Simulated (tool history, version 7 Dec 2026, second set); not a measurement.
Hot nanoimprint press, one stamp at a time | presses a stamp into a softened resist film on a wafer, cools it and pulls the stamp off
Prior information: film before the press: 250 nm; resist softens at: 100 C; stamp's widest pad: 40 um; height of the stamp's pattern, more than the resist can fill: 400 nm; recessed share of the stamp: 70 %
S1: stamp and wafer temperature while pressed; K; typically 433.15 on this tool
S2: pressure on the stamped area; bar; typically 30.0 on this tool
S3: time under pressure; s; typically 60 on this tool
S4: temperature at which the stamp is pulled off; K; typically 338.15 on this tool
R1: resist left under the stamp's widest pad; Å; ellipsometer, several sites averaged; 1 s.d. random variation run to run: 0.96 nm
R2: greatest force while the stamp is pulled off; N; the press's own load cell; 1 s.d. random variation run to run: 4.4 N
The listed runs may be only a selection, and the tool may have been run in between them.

run 1 hour=0.0 | S1=433.15 S2=30.0 S3=60 S4=338.15 | R1=1433 R2=212
run 2 hour=21.8 | S1=433.15 S2=30.0 S3=60 S4=338.15 | R1=1444 R2=211
run 3 hour=49.7 | S1=433.15 S2=29.0 S3=60 S4=338.15 | R1=1454 R2=214
run 4 hour=77.5 | S1=433.15 S2=29.0 S3=60 S4=338.15 | R1=1459 R2=212
run 5 hour=114.8 | S1=433.15 S2=29.0 S3=60 S4=338.15 | R1=1471 R2=210
run 6 hour=150.1 | S1=433.15 S2=29.0 S3=60 S4=338.15 | R1=1446 R2=218
run 7 hour=180.4 | S1=433.15 S2=29.0 S3=68 S4=338.15 | R1=1413 R2=212
run 8 hour=201.2 | S1=433.15 S2=29.0 S3=68 S4=338.15 | R1=1418 R2=215
run 9 hour=231.1 | S1=433.15 S2=30.0 S3=60 S4=329.15 | R1=1428 R2=235
run 10 hour=269.3 | S1=433.15 S2=30.0 S3=44 S4=338.15 | R1=1593 R2=213
run 11 hour=300.4 | S1=433.15 S2=30.0 S3=44 S4=338.15 | R1=1578 R2=213
run 12 hour=331.8 | S1=433.15 S2=30.0 S3=60 S4=340.15 | R1=1452 R2=206
run 13 hour=370.1 | S1=433.15 S2=30.0 S3=60 S4=340.15 | R1=1423 R2=212
run 14 hour=405.9 | S1=433.15 S2=30.0 S3=60 S4=340.15 | R1=1452 R2=211
run 15 hour=426.4 | S1=433.15 S2=30.0 S3=60 S4=340.15 | R1=1448 R2=207
run 16 hour=469.2 | S1=433.15 S2=30.0 S3=60 S4=340.15 | R1=1433 R2=213
-- hour=500.3 plate thermocouple calibrated
-- hour=510.0 stamp cleaned and given a new release coat
run 17 hour=514.0 | S1=433.15 S2=27.2 S3=60 S4=334.15 | R1=1504 R2=217
run 18 hour=536.6 | S1=435.15 S2=42.8 S3=72 S4=335.15 | R1=1042 R2=222
run 19 hour=563.0 | S1=435.15 S2=42.8 S3=33 S4=335.15 | R1=1379 R2=223
run 20 hour=585.7 | S1=435.15 S2=19.2 S3=33 S4=343.15 | R1=1833 R2=193
run 21 hour=620.5 | S1=429.15 S2=30.0 S3=45 S4=338.15 | R1=1823 R2=207
run 22 hour=644.6 | S1=436.15 S2=39.0 S3=45 S4=324.15 | R1=1242 R2=243
run 23 hour=676.0 | S1=436.15 S2=18.9 S3=41 S4=324.15 | R1=1691 R2=252
run 24 hour=709.0 | S1=436.15 S2=20.7 S3=38 S4=324.15 | R1=1661 R2=257
run 25 hour=737.9 | S1=433.15 S2=30.0 S3=31 S4=344.15 | R1=1757 R2=196
run 26 hour=760.9 | S1=433.15 S2=30.0 S3=31 S4=344.15 | R1=1726 R2=200
run 27 hour=795.2 | S1=433.15 S2=30.0 S3=31 S4=344.15 | R1=1725 R2=200
run 28 hour=832.6 | S1=433.15 S2=30.0 S3=31 S4=344.15 | R1=1743 R2=194
run 29 hour=856.8 | S1=433.15 S2=30.0 S3=61 S4=338.15 | R1=1436 R2=210

Each row is a separate what-if for the run after 29, all from the same tool condition, not one after another. Results?
run A hour=897.2 | S1=428.15 S2=30.0 S3=60 S4=338.15 | R1=? R2=?
run B hour=897.2 | S1=433.15 S2=28.6 S3=61 S4=340.15 | R1=? R2=?
run C hour=897.2 | S1=433.15 S2=30.0 S3=61 S4=324.15 | R1=? R2=?
run D hour=897.2 | S1=433.15 S2=30.0 S3=92 S4=327.15 | R1=? R2=?
run E hour=897.2 | S1=433.15 S2=30.4 S3=61 S4=338.15 | R1=? R2=?

run=A R1=1761 R2=212
run=B R1=1463 R2=202
run=C R1=1431 R2=253
run=D R1=1245 R2=247
run=E R1=1416 R2=209
Without the tool's unlogged condition, the same runs would have read:
run=A R1=1760 R2=211
run=B R1=1462 R2=201
run=C R1=1430 R2=252
run=D R1=1244 R2=246
run=E R1=1415 R2=208
